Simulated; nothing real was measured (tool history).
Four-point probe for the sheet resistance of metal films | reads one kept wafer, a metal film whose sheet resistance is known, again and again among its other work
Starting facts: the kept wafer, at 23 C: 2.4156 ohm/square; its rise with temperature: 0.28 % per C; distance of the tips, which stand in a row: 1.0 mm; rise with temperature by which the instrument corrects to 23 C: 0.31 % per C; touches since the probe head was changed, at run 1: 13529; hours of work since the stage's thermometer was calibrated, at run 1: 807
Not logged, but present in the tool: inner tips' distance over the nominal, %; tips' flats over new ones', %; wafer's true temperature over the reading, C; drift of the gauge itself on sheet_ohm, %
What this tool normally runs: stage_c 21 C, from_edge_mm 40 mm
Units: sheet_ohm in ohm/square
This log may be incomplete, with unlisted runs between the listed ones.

| run | hour | stage_c | from_edge_mm | touches since the probe head was changed | hours of work since the stage's thermometer was calibrated | sheet_ohm |
|---|---|---|---|---|---|---|
| 1 | 0 | 21 | 40 | 13529 | 807 | 2.430885 |
| 2 | 60.9 | 21 | 40 | 14963 | 855 | 2.431123 |
| 3 | 151.1 | 21 | 40 | 17090 | 925 | 2.431042 |
| 4 | 225.4 | 21 | 40 | 18840 | 984 | 2.430123 |
| 5 | 298.5 | 21 | 16 | 20562 | 1041 | 2.43446 |
| 6 | 387.7 | 21 | 16 | 22665 | 1111 | 2.434203 |
| 7 | 473.7 | 21 | 16 | 24691 | 1179 | 2.433328 |
| 8 | 570.6 | 22 | 40 | 26974 | 1255 | 2.427412 |
|  | 586.3 | stage's thermometer calibrated |
| 9 | 617.7 | 21 | 7 | 28072 | 25 | 2.452873 |
| 10 | 695.3 | 21 | 7 | 29900 | 86 | 2.452146 |
| 11 | 791.5 | 31 | 7 | 32167 | 161 | 2.444904 |
| 12 | 840.2 | 31 | 7 | 33314 | 199 | 2.444965 |
| 13 | 907.8 | 24 | 40 | 34907 | 252 | 2.42326 |
| 14 | 993.2 | 24 | 40 | 36919 | 319 | 2.423076 |
| 15 | 1105.7 | 21 | 40 | 39570 | 408 | 2.424997 |
| 16 | 1176.7 | 21 | 40 | 41242 | 463 | 2.424659 |
| 17 | 1229.9 | 21 | 40 | 42496 | 505 | 2.424779 |
| 18 | 1324.3 | 21 | 40 | 44720 | 579 | 2.424002 |
| 19 | 1384.6 | 21 | 40 | 46142 | 626 | 2.424396 |
| 20 | 1441.7 | 21 | 40 | 47486 | 671 | 2.424225 |
| 21 | 1547.3 | 21 | 32 | 49974 | 754 | 2.424512 |
| 22 | 1603.9 | 21 | 32 | 51308 | 798 | 2.423758 |
| 23 | 1710.2 | 21 | 32 | 53814 | 882 | 2.424109 |
| 24 | 1775.7 | 19 | 6 | 55356 | 933 | 2.459969 |
| 25 | 1855.3 | 29 | 14 | 57232 | 996 | 2.423332 |
| 26 | 1926.3 | 26 | 58 | 58903 | 1051 | 2.418295 |
| 27 | 1994.3 | 26 | 58 | 60507 | 1105 | 2.418177 |
| 28 | 2052.1 | 27 | 6 | 61869 | 1150 | 2.452673 |
| 29 | 2115.4 | 27 | 6 | 63360 | 1200 | 2.452328 |
| 30 | 2192.2 | 27 | 56 | 65170 | 1260 | 2.417224 |
|  | 2202.2 | stage's thermometer calibrated |
| 31 | 2286.6 | 27 | 56 | 67383 | 66 | 2.414413 |
| 32 | 2384.4 | 27 | 56 | 69687 | 143 | 2.413615 |
| 33 | 2453.2 | 27 | 56 | 71307 | 197 | 2.413513 |
| 34 | 2537 | 21 | 11 | 73281 | 263 | 2.427295 |
| 35 | 2587.7 | 21 | 11 | 74477 | 302 | 2.426186 |
| 36 | 2683.6 | 21 | 11 | 76735 | 378 | 2.426828 |
| 37 | 2793.8 | 20 | 54 | 79331 | 464 | 2.416367 |
| 38 | 2893.6 | 23 | 9 | 81684 | 543 | 2.429932 |
| 39 | 2962 | 23 | 9 | 83296 | 596 | 2.429135 |
| 40 | 3051.2 | 23 | 9 | 85398 | 666 | 2.429262 |
|  | 3072.4 | new probe head fitted |
| 41 | 3152.9 | 30 | 45 | 1899 | 745 | 2.424339 |
| 42 | 3255.8 | 31 | 40 | 4322 | 826 | 2.423531 |
| 43 | 3356.1 | 31 | 40 | 6686 | 905 | 2.424241 |
| 44 | 3404.7 | 30 | 8 | 7830 | 943 | 2.443132 |
| 45 | 3460.8 | 30 | 8 | 9152 | 987 | 2.443875 |

4 ways to go on from here, each from the tool as it stands after run 45. What would each give?
| A | 3546.1 | 24 | 4 | 11163 | 1054 | ? |
| B | 3546.1 | 21 | 7 | 11163 | 1054 | ? |
| C | 3546.1 | 20 | 15 | 11163 | 1054 | ? |
| D | 3546.1 | 34 | 10 | 11163 | 1054 | ? |

| run | sheet_ohm |
|---|---|
| A | 2.505747 |
| B | 2.454211 |
| C | 2.43504 |
| D | 2.43328 |
The same runs, with their run-to-run variation unchanged, on a tool lacking any hidden condition would have given:
| run | sheet_ohm |
|---|---|
| A | 2.494153 |
| B | 2.442826 |
| C | 2.423734 |
| D | 2.422036 |
